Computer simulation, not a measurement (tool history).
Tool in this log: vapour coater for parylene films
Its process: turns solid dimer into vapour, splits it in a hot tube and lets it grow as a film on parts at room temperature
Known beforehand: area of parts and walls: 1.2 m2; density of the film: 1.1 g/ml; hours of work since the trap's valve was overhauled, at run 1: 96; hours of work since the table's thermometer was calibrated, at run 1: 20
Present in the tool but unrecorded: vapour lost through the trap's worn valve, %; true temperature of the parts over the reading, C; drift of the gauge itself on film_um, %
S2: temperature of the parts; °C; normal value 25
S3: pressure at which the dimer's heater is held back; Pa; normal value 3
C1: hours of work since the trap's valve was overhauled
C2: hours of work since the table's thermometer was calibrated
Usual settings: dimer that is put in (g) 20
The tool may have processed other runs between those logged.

run 1 day=0 | dimer_that_is_put_in_(g)=20 S2=25 S3=3 | C1=96 C2=20 | thickness_of_the_film_(µm)=8.53
run 2 day=1.333 | dimer_that_is_put_in_(g)=20 S2=25 S3=3 | C1=123 C2=47 | thickness_of_the_film_(µm)=8.44
run 3 day=3.279 | dimer_that_is_put_in_(g)=13 S2=25 S3=3 | C1=162 C2=86 | thickness_of_the_film_(µm)=5.43
run 4 day=5.15 | dimer_that_is_put_in_(g)=20 S2=31 S3=3 | C1=200 C2=124 | thickness_of_the_film_(µm)=6.76
run 5 day=6.658 | dimer_that_is_put_in_(g)=20 S2=25 S3=4.41 | C1=230 C2=154 | thickness_of_the_film_(µm)=7.66
-- day=7.65 trap's valve overhauled
run 6 day=8.138 | dimer_that_is_put_in_(g)=20 S2=25 S3=4.41 | C1=10 C2=180 | thickness_of_the_film_(µm)=8.03
run 7 day=10.296 | dimer_that_is_put_in_(g)=20 S2=25 S3=4.41 | C1=53 C2=224 | thickness_of_the_film_(µm)=8.07
run 8 day=11.988 | dimer_that_is_put_in_(g)=20 S2=25 S3=4.41 | C1=87 C2=258 | thickness_of_the_film_(µm)=7.86
run 9 day=14.125 | dimer_that_is_put_in_(g)=20 S2=25 S3=4.41 | C1=130 C2=300 | thickness_of_the_film_(µm)=7.88
run 10 day=15.888 | dimer_that_is_put_in_(g)=20 S2=25 S3=4.41 | C1=165 C2=336 | thickness_of_the_film_(µm)=7.57
run 11 day=18.367 | dimer_that_is_put_in_(g)=20 S2=25 S3=4.41 | C1=215 C2=386 | thickness_of_the_film_(µm)=7.59
run 12 day=19.75 | dimer_that_is_put_in_(g)=20 S2=25 S3=3 | C1=243 C2=413 | thickness_of_the_film_(µm)=8.09
-- day=20.062 trap's valve overhauled
run 13 day=22.05 | dimer_that_is_put_in_(g)=20 S2=25 S3=3 | C1=40 C2=456 | thickness_of_the_film_(µm)=8.49
run 14 day=23.879 | dimer_that_is_put_in_(g)=20 S2=33 S3=11.17 | C1=77 C2=493 | thickness_of_the_film_(µm)=5.06
run 15 day=25.396 | dimer_that_is_put_in_(g)=18 S2=30 S3=3.53 | C1=107 C2=523 | thickness_of_the_film_(µm)=6.13
run 16 day=26.629 | dimer_that_is_put_in_(g)=9 S2=25 S3=4.69 | C1=132 C2=548 | thickness_of_the_film_(µm)=3.48
run 17 day=28.854 | dimer_that_is_put_in_(g)=24 S2=20 S3=8.74 | C1=176 C2=592 | thickness_of_the_film_(µm)=9.81
run 18 day=30.558 | dimer_that_is_put_in_(g)=24 S2=25 S3=2.45 | C1=211 C2=627 | thickness_of_the_film_(µm)=10.13
run 19 day=31.642 | dimer_that_is_put_in_(g)=11 S2=19 S3=4.32 | C1=232 C2=648 | thickness_of_the_film_(µm)=5.12
-- day=32.442 trap's valve overhauled
run 20 day=32.904 | dimer_that_is_put_in_(g)=11 S2=19 S3=4.32 | C1=9 C2=670 | thickness_of_the_film_(µm)=5.42
run 21 day=34.362 | dimer_that_is_put_in_(g)=11 S2=19 S3=4.32 | C1=39 C2=700 | thickness_of_the_film_(µm)=5.34
run 22 day=35.775 | dimer_that_is_put_in_(g)=11 S2=19 S3=4.32 | C1=67 C2=728 | thickness_of_the_film_(µm)=5.34
run 23 day=37.546 | dimer_that_is_put_in_(g)=16 S2=23 S3=5.42 | C1=102 C2=764 | thickness_of_the_film_(µm)=6.45
run 24 day=38.688 | dimer_that_is_put_in_(g)=19 S2=22 S3=3 | C1=125 C2=786 | thickness_of_the_film_(µm)=8.78
run 25 day=40.925 | dimer_that_is_put_in_(g)=19 S2=22 S3=3 | C1=170 C2=831 | thickness_of_the_film_(µm)=8.43
run 26 day=43.112 | dimer_that_is_put_in_(g)=32 S2=22 S3=7.03 | C1=214 C2=875 | thickness_of_the_film_(µm)=12.65

5 options for the next run, each taken on its own from the tool as it stands now. Forecast them:
-- day=45.025 trap's valve overhauled
run A day=45.333 | dimer_that_is_put_in_(g)=15 S2=31 S3=3 | C1=6 C2=916 | thickness_of_the_film_(µm)=?
-- day=45.025 trap's valve overhauled
run B day=45.333 | dimer_that_is_put_in_(g)=20 S2=25 S3=10.95 | C1=6 C2=916 | thickness_of_the_film_(µm)=?
-- day=45.025 trap's valve overhauled
run C day=45.333 | dimer_that_is_put_in_(g)=19 S2=36 S3=7.03 | C1=6 C2=916 | thickness_of_the_film_(µm)=?
-- day=45.025 trap's valve overhauled
run D day=45.333 | dimer_that_is_put_in_(g)=10 S2=25 S3=3 | C1=6 C2=916 | thickness_of_the_film_(µm)=?
-- day=45.025 trap's valve overhauled
run E day=45.333 | dimer_that_is_put_in_(g)=16 S2=22 S3=3.7 | C1=6 C2=916 | thickness_of_the_film_(µm)=?

run=A thickness_of_the_film_(µm)=5.05
run=B thickness_of_the_film_(µm)=6.84
run=C thickness_of_the_film_(µm)=4.7
run=D thickness_of_the_film_(µm)=4.26
run=E thickness_of_the_film_(µm)=7.05
Had the tool no hidden state, the same runs would have come out as:
run=A thickness_of_the_film_(µm)=5.17
run=B thickness_of_the_film_(µm)=6.99
run=C thickness_of_the_film_(µm)=4.81
run=D thickness_of_the_film_(µm)=4.36
run=E thickness_of_the_film_(µm)=7.22

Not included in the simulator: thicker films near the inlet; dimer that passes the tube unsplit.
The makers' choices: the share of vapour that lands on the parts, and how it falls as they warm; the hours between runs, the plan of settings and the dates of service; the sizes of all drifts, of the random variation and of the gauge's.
